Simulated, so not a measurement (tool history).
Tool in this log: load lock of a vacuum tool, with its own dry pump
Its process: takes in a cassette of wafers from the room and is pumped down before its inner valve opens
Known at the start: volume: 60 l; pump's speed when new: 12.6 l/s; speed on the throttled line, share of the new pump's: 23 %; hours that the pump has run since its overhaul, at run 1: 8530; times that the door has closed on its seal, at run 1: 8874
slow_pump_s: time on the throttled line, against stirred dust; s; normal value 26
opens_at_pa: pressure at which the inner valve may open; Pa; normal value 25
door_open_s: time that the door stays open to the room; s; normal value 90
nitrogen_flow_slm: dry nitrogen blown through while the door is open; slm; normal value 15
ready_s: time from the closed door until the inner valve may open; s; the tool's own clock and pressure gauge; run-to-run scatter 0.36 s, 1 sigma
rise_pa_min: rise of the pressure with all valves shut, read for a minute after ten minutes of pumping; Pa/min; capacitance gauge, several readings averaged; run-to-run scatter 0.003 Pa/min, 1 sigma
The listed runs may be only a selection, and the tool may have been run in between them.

run,hour,slow_pump_s,opens_at_pa,door_open_s,nitrogen_flow_slm,hours that the pump has run since its overhaul,times that the door has closed on its seal,"incoming humidity of the room's air, %",ready_s,rise_pa_min
1,0.0,26,25,90,15,8530,8874,46.8,63.4,0.185
2,188.2,26,25,90,15,8718,9807,43.5,63.9,0.212
3,447.9,26,25,90,9,8978,11095,44.5,63.6,0.260
4,765.2,26,49,90,15,9295,12668,44.7,59.8,0.297
5,1070.1,26,49,90,15,9600,14181,49.0,60.3,0.351
6,1265.2,26,49,90,15,9795,15148,40.8,60.4,0.381
7,1611.9,26,38,90,15,10142,16868,43.5,62.7,0.457
8,1841.8,26,38,90,14,10372,18008,43.6,62.5,0.503
9,2195.8,26,38,90,14,10726,19763,47.5,62.5,0.585
# hour 2501.9: door's seal changed, seat wiped
10,2522.1,24,38,90,14,11050,100,44.0,60.9,0.052
11,2685.4,24,38,90,14,11214,910,48.6,61.2,0.065
12,2986.7,24,38,90,14,11515,2405,44.8,60.6,0.073
13,3193.7,26,25,90,15,11722,3431,43.6,64.5,0.090
14,3436.4,26,25,90,15,11965,4635,44.3,65.5,0.112
15,3585.8,51,25,90,15,12114,5376,41.8,83.1,0.125
16,3828.3,51,25,90,15,12357,6579,47.6,84.0,0.153
17,4131.8,26,25,90,15,12660,8083,42.9,65.8,0.181
18,4337.2,26,25,90,15,12866,9102,43.4,65.2,0.210
19,4635.5,26,25,90,15,13164,10582,45.1,65.8,0.256
20,4982.4,14,35,124,5,13511,12302,43.0,55.4,0.326
21,5229.1,14,35,124,5,13757,13526,45.9,55.5,0.381
22,5505.4,14,35,124,5,14034,14896,46.9,55.2,0.416
23,5716.9,14,35,124,5,14245,15945,46.0,55.6,0.449
24,5930.4,20,25,157,9,14459,17004,48.0,61.5,0.507
25,6096.1,20,25,90,21,14624,17825,42.3,62.1,0.496
26,6251.0,42,36,144,15,14779,18594,44.8,76.0,0.552
27,6540.9,26,25,226,32,15069,20031,44.7,66.6,0.610
28,6720.5,26,25,104,5,15249,20922,45.5,66.1,0.654
# hour 6806.6: door's seal changed, seat wiped
29,6972.1,26,25,104,5,15499,821,43.5,66.2,0.082
30,7127.9,27,25,70,15,15655,1593,44.8,67.5,0.060
31,7429.4,26,44,70,15,15956,3088,47.7,63.8,0.087
32,7717.0,24,25,169,13,16244,4515,45.0,66.4,0.138
33,7894.8,26,20,90,17,16422,5396,44.6,68.1,0.130
34,8191.4,34,36,112,15,16718,6867,41.0,71.5,0.161
# hour 8312.2: dry pump taken out, an overhauled one fitted
35,8344.9,26,25,90,40,33,7599,44.6,59.7,0.155
36,8689.0,26,25,90,40,377,9306,44.0,59.6,0.200

Consider 5 possible next runs. They are alternatives, not a sequence: every one starts from the tool as it was left by run 36. What does each give?
A,8863.3,24,47,90,24,551,10170,46.6,?,?
B,8863.3,26,25,119,40,551,10170,44.1,?,?
C,8863.3,26,30,90,6,551,10170,46.6,?,?
D,8863.3,43,25,191,8,551,10170,46.6,?,?
E,8863.3,26,42,64,9,551,10170,46.9,?,?

run,ready_s,rise_pa_min
A,55.1,0.237
B,59.9,0.227
C,58.8,0.257
D,72.5,0.274
E,57.4,0.245
Had the tool no hidden state, the same runs would have come out as:
run,ready_s,rise_pa_min
A,55.1,0.050
B,59.9,0.041
C,58.8,0.070
D,72.5,0.090
E,57.4,0.057
